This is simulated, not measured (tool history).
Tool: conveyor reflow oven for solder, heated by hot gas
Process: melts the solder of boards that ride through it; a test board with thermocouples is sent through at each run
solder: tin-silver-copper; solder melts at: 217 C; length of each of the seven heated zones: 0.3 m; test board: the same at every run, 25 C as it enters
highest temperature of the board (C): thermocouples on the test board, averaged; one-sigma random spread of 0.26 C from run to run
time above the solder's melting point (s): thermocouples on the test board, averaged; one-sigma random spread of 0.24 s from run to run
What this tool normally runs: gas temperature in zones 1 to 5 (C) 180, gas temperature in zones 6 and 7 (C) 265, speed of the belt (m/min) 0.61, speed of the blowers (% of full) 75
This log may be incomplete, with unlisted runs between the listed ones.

run,hour,gas temperature in zones 1 to 5 (C),gas temperature in zones 6 and 7 (C),speed of the belt (m/min),speed of the blowers (% of full),highest temperature of the board (C),time above the solder's melting point (s)
1,0,180,265,0.61,75,255.2,48.6
2,23.7,180,265,0.61,75,254.9,48.8
3,38,180,265,0.61,75,255.2,48.2
4,63,180,265,0.61,75,255.1,48.2
# hour 71.7: flux residue cleaned out of gas plates and filters
5,90.2,180,265,0.61,75,254.9,48.6
6,107,180,265,0.61,75,254.4,48.1
7,119.2,180,265,0.61,75,255,48.2
8,137.2,180,265,0.61,75,254.8,48.9
9,156.6,180,265,0.61,75,254.8,48.5
10,181.5,180,265,0.61,75,254.9,48.4
11,195.6,180,265,0.61,75,254.9,48.1
12,214.7,180,265,0.61,75,255.3,47.9
# hour 232.8: flux residue cleaned out of gas plates and filters, once more
13,234.8,180,265,0.61,75,255.7,49.5
14,248.9,180,265,0.61,62,254.2,47.8
15,264.7,180,265,0.61,62,253.7,47.8
16,287.5,180,265,0.61,62,254.3,47.8
17,302.9,180,265,0.61,62,253.9,47.8
18,327.2,187,254,0.61,52,243.6,43.9
19,350.4,180,259,0.61,79,250.8,46.6
20,373.1,180,270,0.61,75,260.7,50.8
21,391,180,270,0.61,75,260.1,50.7
22,409.4,180,270,0.61,75,260.5,51.4
23,437.3,174,270,0.53,75,263.2,59.1
24,464.8,180,265,0.725,75,251.2,38.4
25,479.9,180,261,0.61,75,252.3,47.1
26,497.7,188,263,0.55,75,257.2,58.2
27,517.9,188,263,0.55,75,257.3,58.2
28,534.5,188,263,0.55,75,257.1,58.2
29,561.2,180,276,0.61,75,265.4,52.9
30,574.9,180,264,0.61,75,254.7,49.1

Same runs, no hidden state in the tool, same run-to-run variation:
Unlogged tool condition in this case: heat that the gas passes to the board, % of a clean oven's; belt's true speed, % of the reading; true gas temperature in zones 6 and 7 over the reading, C; drift of the gauge itself on peak_c, C; drift of the gauge itself on liquid_s, %.
run,highest temperature of the board (C),time above the solder's melting point (s)
1,254.7,48.4
2,254.5,48.6
3,254.7,47.9
4,254.6,48
5,254.7,48.5
6,254.2,48
7,254.8,48.1
8,254.6,48.8
9,254.6,48.4
10,254.7,48.3
11,254.7,47.9
12,255.1,47.7
13,254.6,48.7
14,253.1,47.1
15,252.6,47
16,253.3,47
17,252.8,47
18,242.5,43
19,249.8,45.8
20,259.7,50.1
21,259.1,50
22,259.5,50.7
23,262.1,58.3
24,250.3,37.8
25,251.2,46.3
26,256.1,57.4
27,256.2,57.3
28,256,57.3
29,264.4,52.1
30,253.6,48.3

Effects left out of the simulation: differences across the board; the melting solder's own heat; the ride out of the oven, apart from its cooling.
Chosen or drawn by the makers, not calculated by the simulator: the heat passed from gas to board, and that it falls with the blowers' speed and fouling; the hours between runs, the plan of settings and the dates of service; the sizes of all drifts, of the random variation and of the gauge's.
